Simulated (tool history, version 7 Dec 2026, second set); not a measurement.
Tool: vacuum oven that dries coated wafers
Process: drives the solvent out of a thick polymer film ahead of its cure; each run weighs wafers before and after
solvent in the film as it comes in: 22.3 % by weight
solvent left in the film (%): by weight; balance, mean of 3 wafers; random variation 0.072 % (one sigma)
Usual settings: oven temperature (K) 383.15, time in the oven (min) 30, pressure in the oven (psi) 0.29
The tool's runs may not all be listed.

run 1 hour=0 | oven_temperature_(K)=383.15 time_in_the_oven_(min)=30 pressure_in_the_oven_(psi)=0.29 | solvent_left_in_the_film_(%)=5.93
run 2 hour=36.9 | oven_temperature_(K)=383.15 time_in_the_oven_(min)=30 pressure_in_the_oven_(psi)=0.29 | solvent_left_in_the_film_(%)=6.18
run 3 hour=61.3 | oven_temperature_(K)=383.15 time_in_the_oven_(min)=30 pressure_in_the_oven_(psi)=0.29 | solvent_left_in_the_film_(%)=6.03
run 4 hour=112.8 | oven_temperature_(K)=391.15 time_in_the_oven_(min)=30 pressure_in_the_oven_(psi)=0.29 | solvent_left_in_the_film_(%)=4.22
run 5 hour=152.5 | oven_temperature_(K)=391.15 time_in_the_oven_(min)=30 pressure_in_the_oven_(psi)=0.29 | solvent_left_in_the_film_(%)=4.1
-- hour=157.3 vacuum gauge cleaned of residue and calibrated
run 6 hour=201.7 | oven_temperature_(K)=383.15 time_in_the_oven_(min)=30 pressure_in_the_oven_(psi)=0.171 | solvent_left_in_the_film_(%)=5.07
run 7 hour=226.5 | oven_temperature_(K)=383.15 time_in_the_oven_(min)=43 pressure_in_the_oven_(psi)=0.29 | solvent_left_in_the_film_(%)=5.88
run 8 hour=270.3 | oven_temperature_(K)=383.15 time_in_the_oven_(min)=42 pressure_in_the_oven_(psi)=1.052 | solvent_left_in_the_film_(%)=16.92
run 9 hour=307.7 | oven_temperature_(K)=373.15 time_in_the_oven_(min)=42 pressure_in_the_oven_(psi)=0.403 | solvent_left_in_the_film_(%)=12.09
run 10 hour=350.5 | oven_temperature_(K)=391.15 time_in_the_oven_(min)=25 pressure_in_the_oven_(psi)=0.286 | solvent_left_in_the_film_(%)=4.73
run 11 hour=389.2 | oven_temperature_(K)=391.15 time_in_the_oven_(min)=25 pressure_in_the_oven_(psi)=0.151 | solvent_left_in_the_film_(%)=3.21

Run 12 comes next. What will it give?
run 12 hour=411.4 | oven_temperature_(K)=383.15 time_in_the_oven_(min)=52 pressure_in_the_oven_(psi)=0.146 | solvent_left_in_the_film_(%)=?

solvent left in the film (%): 3.73
Without the tool's hidden state the same run would have given solvent left in the film (%) 2.29.
